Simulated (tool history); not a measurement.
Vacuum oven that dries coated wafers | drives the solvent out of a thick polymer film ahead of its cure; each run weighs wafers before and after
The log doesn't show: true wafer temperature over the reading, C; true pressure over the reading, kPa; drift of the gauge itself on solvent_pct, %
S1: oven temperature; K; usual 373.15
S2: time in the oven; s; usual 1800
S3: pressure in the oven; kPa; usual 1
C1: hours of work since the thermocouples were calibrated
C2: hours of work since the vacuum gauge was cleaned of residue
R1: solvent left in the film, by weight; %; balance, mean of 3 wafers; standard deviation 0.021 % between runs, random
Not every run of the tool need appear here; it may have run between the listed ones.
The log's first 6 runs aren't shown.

Run 7, day 2.388: usual settings; C1 159; C2 323. Result: R1 0.94 %.
Run 8, day 3.004: usual settings; C1 169; C2 334. Result: R1 0.95 %.
Run 9, day 3.604: usual settings; C1 179; C2 344. Result: R1 0.96 %.
Run 10, day 4.083: usual settings; C1 187; C2 352. Result: R1 0.97 %.
Run 11, day 4.379: usual settings; C1 192; C2 357. Result: R1 0.99 %.
Run 12, day 4.75: usual settings; C1 199; C2 363. Result: R1 0.93 %.
Run 13, day 5.325: usual settings; C1 208; C2 373. Result: R1 0.94 %.
Run 14, day 5.675: usual settings but S1 385.15 K; C1 214; C2 379. Result: R1 0.44 %.
Run 15, day 6.058: usual settings; C1 221; C2 385. Result: R1 0.98 %.
Run 16, day 6.658: usual settings but S2 1500 s; C1 231; C2 395. Result: R1 1.24 %.
Run 17, day 7.279: usual settings but S2 1500 s; C1 241; C2 406. Result: R1 1.2 %.
Run 18, day 7.633: usual settings but S2 1500 s; C1 247; C2 412. Result: R1 1.22 %.
Run 19, day 8.167: usual settings but S2 1500 s; C1 256; C2 421. Result: R1 1.25 %.
Run 20, day 8.467: usual settings but S1 378.15 K; C1 261; C2 426. Result: R1 0.66 %.
Run 21, day 8.842: usual settings but S1 378.15 K; C1 268; C2 432. Result: R1 0.63 %.
Run 22, day 9.308: usual settings but S1 378.15 K; C1 276; C2 440. Result: R1 0.66 %.
Run 23, day 9.658: usual settings but S1 378.15 K; C1 282; C2 446. Result: R1 0.64 %.
Run 24, day 10.15: usual settings but S1 378.15 K; C1 290; C2 454. Result: R1 0.6 %.
Run 25, day 10.658: usual settings but S2 3060 s, S3 3 kPa; C1 298; C2 463. Result: R1 1.84 %.
Run 26, day 11.254: usual settings but S2 3060 s, S3 3 kPa; C1 308; C2 473. Result: R1 1.81 %.

What does the tool deliver on the next run?
Run 27, day 11.9: usual settings but S1 377.15 K, S3 1.51 kPa; C1 319; C2 484. Result: R1 ?.

For run 27 the tool returned R1 0.94 %.
Had the tool carried no hidden state, the very same run would have given R1 0.91 %.
